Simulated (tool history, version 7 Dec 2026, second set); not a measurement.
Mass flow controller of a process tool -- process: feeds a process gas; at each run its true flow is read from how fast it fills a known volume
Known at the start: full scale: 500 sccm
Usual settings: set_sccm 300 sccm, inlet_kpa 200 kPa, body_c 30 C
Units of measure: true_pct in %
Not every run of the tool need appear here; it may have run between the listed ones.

run,hour,set_sccm,inlet_kpa,body_c,true_pct
1,0.0,300,200,30,98.22
2,70.5,65,200,30,99.84
3,178.9,65,161,30,100.35
4,232.2,65,161,30,100.23
5,340.6,300,200,27,98.47
6,405.5,300,200,27,98.47
7,497.4,300,200,30,98.11
8,607.2,300,200,30,98.28
9,725.7,300,200,30,98.15
10,832.3,300,200,30,98.20
11,948.9,300,200,30,98.22
12,1002.8,300,200,30,98.11
13,1077.3,64,270,22,100.60
14,1140.2,255,192,26,98.37
15,1228.9,80,200,30,99.61
16,1340.1,80,200,30,99.65
17,1425.5,300,166,39,97.72
18,1545.1,91,209,38,98.75
19,1632.6,153,141,39,98.01
20,1725.6,129,141,29,99.01
21,1847.7,129,151,29,98.93
22,1902.8,129,183,29,98.81

Below are 4 alternative next runs, each starting from the tool's condition after run 22. Predict each:
A,2010.8,78,200,39,?
B,2010.8,96,183,35,?
C,2010.8,112,200,30,?
D,2010.8,300,214,30,?

run,true_pct
A,99.53
B,99.16
C,98.95
D,97.90
The same runs, with their run-to-run variation unchanged, on a tool lacking any hidden condition would have given:
run,true_pct
A,96.84
B,97.29
C,97.58
D,98.43
